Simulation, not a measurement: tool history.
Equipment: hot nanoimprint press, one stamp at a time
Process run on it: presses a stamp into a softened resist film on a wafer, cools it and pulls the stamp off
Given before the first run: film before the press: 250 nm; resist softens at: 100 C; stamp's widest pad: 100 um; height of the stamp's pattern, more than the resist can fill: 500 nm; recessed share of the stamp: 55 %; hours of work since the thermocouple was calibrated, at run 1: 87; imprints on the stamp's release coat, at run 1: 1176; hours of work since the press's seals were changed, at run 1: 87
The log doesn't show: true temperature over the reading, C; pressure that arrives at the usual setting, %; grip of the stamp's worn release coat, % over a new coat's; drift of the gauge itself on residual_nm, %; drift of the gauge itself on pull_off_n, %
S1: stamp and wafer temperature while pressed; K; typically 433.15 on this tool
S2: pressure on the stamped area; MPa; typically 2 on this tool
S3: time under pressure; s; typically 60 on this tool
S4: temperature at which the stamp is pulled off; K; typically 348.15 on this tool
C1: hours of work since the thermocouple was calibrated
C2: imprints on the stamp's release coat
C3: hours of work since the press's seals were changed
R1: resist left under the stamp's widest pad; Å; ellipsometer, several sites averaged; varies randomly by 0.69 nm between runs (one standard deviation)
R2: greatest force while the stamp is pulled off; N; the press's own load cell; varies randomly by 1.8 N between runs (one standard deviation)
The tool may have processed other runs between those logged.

run	hour	S1	S2	S3	S4	C1	C2	C3	R1	R2
1	0	433.15	2	60	348.15	87	1176	87	1116	168
2	8.8	433.15	2	60	348.15	93	1224	94	1128	171
3	13.8	433.15	2	60	348.15	97	1252	97	1122	173
4	19.1	433.15	2	60	348.15	101	1281	101	1117	172
5	24.8	433.15	2	60	348.15	105	1312	105	1129	168
6	31.7	427.15	2	60	348.15	110	1350	110	1407	169
# hour 40: stamp cleaned and given a new release coat
7	46.1	433.15	2	60	352.15	116	34	116	1116	140
8	52.9	433.15	2	36	348.15	121	71	121	1342	153
9	60.1	433.15	2	60	352.15	126	110	126	1127	143
10	66.5	433.15	2	60	348.15	131	145	131	1119	153
11	77.1	433.15	2	60	348.15	138	204	139	1121	150
12	88.3	433.15	2	60	336.15	146	265	147	1103	183
13	96.6	433.15	2	60	336.15	152	311	153	1106	186
14	103.9	433.15	2	60	336.15	158	351	158	1118	190
# hour 107.4: plate thermocouple calibrated
15	111.8	433.15	2	60	348.15	3	378	162	1088	155
16	119.9	433.15	2	92	348.15	9	423	168	938	156
17	129.1	436.15	2.4	92	348.15	16	473	174	757	157
18	137.9	440.15	2.45	82	346.15	22	522	181	672	164
19	143.8	433.15	1.54	57	340.15	26	554	185	1255	179
# hour 149.4: plate thermocouple calibrated, once more
20	156.5	433.15	1.54	57	340.15	5	607	192	1304	184
21	164	433.15	1.54	57	340.15	11	649	197	1315	179
22	174.8	439.15	2.44	100	340.15	18	708	205	677	181
23	186.4	439.15	2.44	100	340.15	27	772	214	666	184
24	194	439.15	2.44	100	340.15	32	814	219	676	187
25	200.2	430.15	3.15	47	340.15	37	848	224	1142	187
26	207.9	433.15	1.49	60	337.15	42	890	229	1289	198
27	218.6	433.15	1.49	60	337.15	50	949	237	1298	193
28	229.4	433.15	1.49	95	338.15	58	1009	245	1085	195
29	234.7	433.15	1.49	95	338.15	62	1038	248	1077	196
30	243.4	424.15	2.4	83	350.15	68	1085	255	1329	162

Entry by entry between the runs, the difference in hidden state between the last listed run before and the first listed run after:
From run 6 to run 7: stamp cleaned and given a new release coat (hour 40)
  true temperature over the reading, C: 0.51 -> 0.54; pressure that arrives at the usual setting, %: 99.21 -> 99.18; grip of the stamp's worn release coat, % over a new coat's: 14.4 -> 0.4
  the result without the hidden state subtracted from the measured one, R1: -21 -> -19 Å; R2: +20 -> -1 N
From run 14 to run 15: plate thermocouple calibrated (hour 107.4)
  true temperature over the reading, C: 0.74 -> 0.92; pressure that arrives at the usual setting, %: 98.96 -> 98.94; grip of the stamp's worn release coat, % over a new coat's: 3.7 -> 4
  the result without the hidden state subtracted from the measured one, R1: -26 -> -33 Å; R2: +5 -> +3 N
From run 19 to run 20: plate thermocouple calibrated, once more (hour 149.4)
  true temperature over the reading, C: 1.03 -> -0.03; pressure that arrives at the usual setting, %: 98.82 -> 98.78; grip of the stamp's worn release coat, % over a new coat's: 5.8 -> 6.4
  the result without the hidden state subtracted from the measured one, R1: -40 -> +6 Å; R2: +8 -> +11 N
